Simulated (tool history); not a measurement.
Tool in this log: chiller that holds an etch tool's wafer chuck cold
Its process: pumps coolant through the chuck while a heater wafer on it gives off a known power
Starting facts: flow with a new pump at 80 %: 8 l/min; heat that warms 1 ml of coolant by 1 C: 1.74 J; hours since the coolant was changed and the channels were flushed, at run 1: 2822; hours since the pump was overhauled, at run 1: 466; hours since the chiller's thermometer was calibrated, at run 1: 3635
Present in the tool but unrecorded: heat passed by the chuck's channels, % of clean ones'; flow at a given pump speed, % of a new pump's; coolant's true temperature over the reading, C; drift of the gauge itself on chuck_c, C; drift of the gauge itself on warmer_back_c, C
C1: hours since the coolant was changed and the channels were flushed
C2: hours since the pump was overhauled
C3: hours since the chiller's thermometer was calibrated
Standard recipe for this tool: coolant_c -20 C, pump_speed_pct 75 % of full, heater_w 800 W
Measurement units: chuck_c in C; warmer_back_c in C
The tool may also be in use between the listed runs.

Run 1, hour 0: usual settings; C1 2822; C2 466; C3 3635. Result: chuck_c -13.5 C, warmer_back_c 3.69 C.
Run 2, hour 25.4: usual settings; C1 2847; C2 492; C3 3661. Result: chuck_c -13.3 C, warmer_back_c 3.65 C.
Run 3, hour 69.5: usual settings; C1 2891; C2 536; C3 3705. Result: chuck_c -13.3 C, warmer_back_c 3.65 C.
Run 4, hour 99.8: usual settings; C1 2921; C2 566; C3 3735. Result: chuck_c -13.3 C, warmer_back_c 3.7 C.
Run 5, hour 149.7: usual settings; C1 2971; C2 616; C3 3785. Result: chuck_c -13.4 C, warmer_back_c 3.71 C.
Run 6, hour 183.5: usual settings; C1 3005; C2 650; C3 3819. Result: chuck_c -13.6 C, warmer_back_c 3.62 C.
Run 7, hour 221.3: usual settings but heater_w 566 W; C1 3043; C2 687; C3 3857. Result: chuck_c -15.5 C, warmer_back_c 2.6 C.
Run 8, hour 244.8: usual settings but heater_w 566 W; C1 3066; C2 711; C3 3880. Result: chuck_c -15.3 C, warmer_back_c 2.64 C.
Run 9, hour 265.6: usual settings but heater_w 566 W; C1 3087; C2 732; C3 3901. Result: chuck_c -15.2 C, warmer_back_c 2.58 C.
Run 10, hour 313.9: usual settings; C1 3135; C2 780; C3 3949. Result: chuck_c -13.4 C, warmer_back_c 3.67 C.
Run 11, hour 338.7: usual settings; C1 3160; C2 805; C3 3974. Result: chuck_c -13.3 C, warmer_back_c 3.74 C.
Run 12, hour 373.7: usual settings but coolant_c -29 C, pump_speed_pct 98 % of full; C1 3195; C2 840; C3 4009. Result: chuck_c -23.5 C, warmer_back_c 2.86 C.
Run 13, hour 420: usual settings but coolant_c -18 C, pump_speed_pct 60 % of full, heater_w 1113 W; C1 3241; C2 886; C3 4055. Result: chuck_c -7.3 C, warmer_back_c 6.43 C.
Run 14, hour 443.1: usual settings but coolant_c -18 C, pump_speed_pct 60 % of full, heater_w 1113 W; C1 3265; C2 909; C3 4079. Result: chuck_c -7.3 C, warmer_back_c 6.34 C.
Run 15, hour 484.9: usual settings but coolant_c -16 C, pump_speed_pct 60 % of full, heater_w 419 W; C1 3306; C2 951; C3 4120. Result: chuck_c -11.9 C, warmer_back_c 2.44 C.
Run 16, hour 529.9: usual settings but coolant_c -28 C, heater_w 956 W; C1 3351; C2 996; C3 4165. Result: chuck_c -20.1 C, warmer_back_c 4.43 C.
Run 17, hour 579: usual settings but coolant_c -28 C, heater_w 956 W; C1 3401; C2 1045; C3 4214. Result: chuck_c -20.2 C, warmer_back_c 4.39 C.
Run 18, hour 614.1: usual settings but coolant_c -12 C, heater_w 673 W; C1 3436; C2 1080; C3 4250. Result: chuck_c -6.4 C, warmer_back_c 3.14 C.
Run 19, hour 659.5: usual settings but coolant_c -12 C, pump_speed_pct 68 % of full, heater_w 502 W; C1 3481; C2 1126; C3 4295. Result: chuck_c -7.2 C, warmer_back_c 2.53 C.

Consider 5 possible next runs. They are alternatives, not a sequence: every one starts from the tool as it was left by run 19. What does each give?
Run A, hour 682.6: usual settings but coolant_c -29 C, pump_speed_pct 72 % of full, heater_w 1020 W; C1 3504; C2 1149; C3 4318. Result: chuck_c ?, warmer_back_c ?.
Run B, hour 682.6: usual settings but coolant_c -30 C, pump_speed_pct 83 % of full, heater_w 407 W; C1 3504; C2 1149; C3 4318. Result: chuck_c ?, warmer_back_c ?.
Run C, hour 682.6: usual settings but pump_speed_pct 77 % of full; C1 3504; C2 1149; C3 4318. Result: chuck_c ?, warmer_back_c ?.
Run D, hour 682.6: usual settings but coolant_c -12 C, pump_speed_pct 78 % of full, heater_w 1135 W; C1 3504; C2 1149; C3 4318. Result: chuck_c ?, warmer_back_c ?.
Run E, hour 682.6: usual settings but coolant_c -14 C, pump_speed_pct 92 % of full, heater_w 939 W; C1 3504; C2 1149; C3 4318. Result: chuck_c ?, warmer_back_c ?.

run  chuck_c  warmer_back_c
  A    -20.3           4.93
  B    -26.6           1.69
  C    -13.5           3.59
  D     -2.8           5.11
  E     -7.3            3.6
The same runs, with their run-to-run variation unchanged, on a tool lacking any hidden condition would have given:
run  chuck_c  warmer_back_c
  A      -21           4.87
  B      -27           1.67
  C    -14.1           3.55
  D     -3.5           5.05
  E     -7.9           3.56

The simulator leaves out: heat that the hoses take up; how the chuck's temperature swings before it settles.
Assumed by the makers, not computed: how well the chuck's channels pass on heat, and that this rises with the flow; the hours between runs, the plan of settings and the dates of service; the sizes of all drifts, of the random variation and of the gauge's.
